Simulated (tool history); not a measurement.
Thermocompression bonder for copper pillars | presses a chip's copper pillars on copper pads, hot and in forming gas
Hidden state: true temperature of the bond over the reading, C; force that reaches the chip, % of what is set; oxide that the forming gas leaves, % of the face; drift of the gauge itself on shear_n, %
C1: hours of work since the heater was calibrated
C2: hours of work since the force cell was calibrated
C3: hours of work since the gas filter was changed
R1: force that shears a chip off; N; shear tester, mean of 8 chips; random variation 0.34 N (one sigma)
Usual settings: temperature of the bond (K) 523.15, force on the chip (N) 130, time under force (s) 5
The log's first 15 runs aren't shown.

Run 16, hour 410.1: usual settings but force on the chip (N) 137; C1 297; C2 698; C3 45. Result: R1 63.6 N.
Run 17, hour 431.0: usual settings but force on the chip (N) 137; C1 305; C2 706; C3 54. Result: R1 64.4 N.
Run 18, hour 453.1: usual settings but force on the chip (N) 187; C1 314; C2 715; C3 63. Result: R1 83.1 N.
Run 19, hour 482.3: usual settings but force on the chip (N) 187; C1 326; C2 727; C3 74. Result: R1 83.5 N.
Run 20, hour 508.7: usual settings but force on the chip (N) 81, time under force (s) 10; C1 336; C2 737; C3 85. Result: R1 49.9 N.
Run 21, hour 530.6: usual settings but force on the chip (N) 81, time under force (s) 10; C1 345; C2 746; C3 94. Result: R1 50.0 N.
At hour 554.7: forming gas filter changed.
Run 22, hour 560.7: usual settings but temperature of the bond (K) 522.15, force on the chip (N) 176, time under force (s) 3; C1 357; C2 758; C3 2. Result: R1 65.4 N.
Run 23, hour 603.4: usual settings but temperature of the bond (K) 522.15, force on the chip (N) 176, time under force (s) 3; C1 374; C2 775; C3 19. Result: R1 65.5 N.
Run 24, hour 623.5: usual settings but time under force (s) 6; C1 382; C2 783; C3 28. Result: R1 64.8 N.
Run 25, hour 651.7: usual settings but time under force (s) 6; C1 393; C2 794; C3 39. Result: R1 64.7 N.
Run 26, hour 670.1: usual settings but temperature of the bond (K) 498.15, force on the chip (N) 176, time under force (s) 4; C1 401; C2 802; C3 46. Result: R1 53.1 N.
Run 27, hour 704.7: usual settings but force on the chip (N) 178, time under force (s) 9; C1 415; C2 815; C3 60. Result: R1 94.7 N.
Run 28, hour 740.8: usual settings but force on the chip (N) 178, time under force (s) 9; C1 429; C2 830; C3 75. Result: R1 94.0 N.
Run 29, hour 766.8: usual settings but force on the chip (N) 178, time under force (s) 9; C1 439; C2 840; C3 85. Result: R1 94.1 N.
Run 30, hour 788.6: usual settings but force on the chip (N) 182; C1 448; C2 849; C3 94. Result: R1 80.5 N.
At hour 811.1: forming gas filter changed.
Run 31, hour 813.7: usual settings but temperature of the bond (K) 528.15, force on the chip (N) 102, time under force (s) 4; C1 458; C2 859; C3 1. Result: R1 46.2 N.
Run 32, hour 847.0: usual settings but temperature of the bond (K) 528.15, force on the chip (N) 102, time under force (s) 4; C1 471; C2 872; C3 14. Result: R1 46.2 N.
Run 33, hour 868.6: usual settings but temperature of the bond (K) 544.15, force on the chip (N) 98, time under force (s) 4; C1 480; C2 881; C3 23. Result: R1 54.5 N.
Run 34, hour 899.4: usual settings but temperature of the bond (K) 495.15, force on the chip (N) 166, time under force (s) 4; C1 492; C2 893; C3 35. Result: R1 47.4 N.
Run 35, hour 919.7: usual settings but temperature of the bond (K) 493.15, force on the chip (N) 94, time under force (s) 4; C1 501; C2 901; C3 44. Result: R1 24.6 N.
Run 36, hour 938.6: usual settings but temperature of the bond (K) 515.15, force on the chip (N) 89, time under force (s) 6; C1 508; C2 909; C3 51. Result: R1 39.1 N.

Forecast each of these 5 alternatives for the next run:
Run A, hour 965.3: usual settings but temperature of the bond (K) 496.15, force on the chip (N) 145, time under force (s) 6; C1 519; C2 920; C3 62. Result: R1 ?.
Run B, hour 965.3: usual settings but temperature of the bond (K) 546.15; C1 519; C2 920; C3 62. Result: R1 ?.
Run C, hour 965.3: usual settings but temperature of the bond (K) 524.15, time under force (s) 7; C1 519; C2 920; C3 62. Result: R1 ?.
Run D, hour 965.3: usual settings but temperature of the bond (K) 515.15, force on the chip (N) 89, time under force (s) 6; C1 519; C2 920; C3 62. Result: R1 ?.
Run E, hour 965.3: usual settings but temperature of the bond (K) 515.15, force on the chip (N) 116, time under force (s) 6; C1 519; C2 920; C3 62. Result: R1 ?.

run    R1
  A  49.2
  B  77.7
  C  68.4
  D  39.5
  E  51.8
Without the tool's hidden state the same runs would have given:
run    R1
  A  50.3
  B  79.6
  C  70.1
  D  40.5
  E  53.0

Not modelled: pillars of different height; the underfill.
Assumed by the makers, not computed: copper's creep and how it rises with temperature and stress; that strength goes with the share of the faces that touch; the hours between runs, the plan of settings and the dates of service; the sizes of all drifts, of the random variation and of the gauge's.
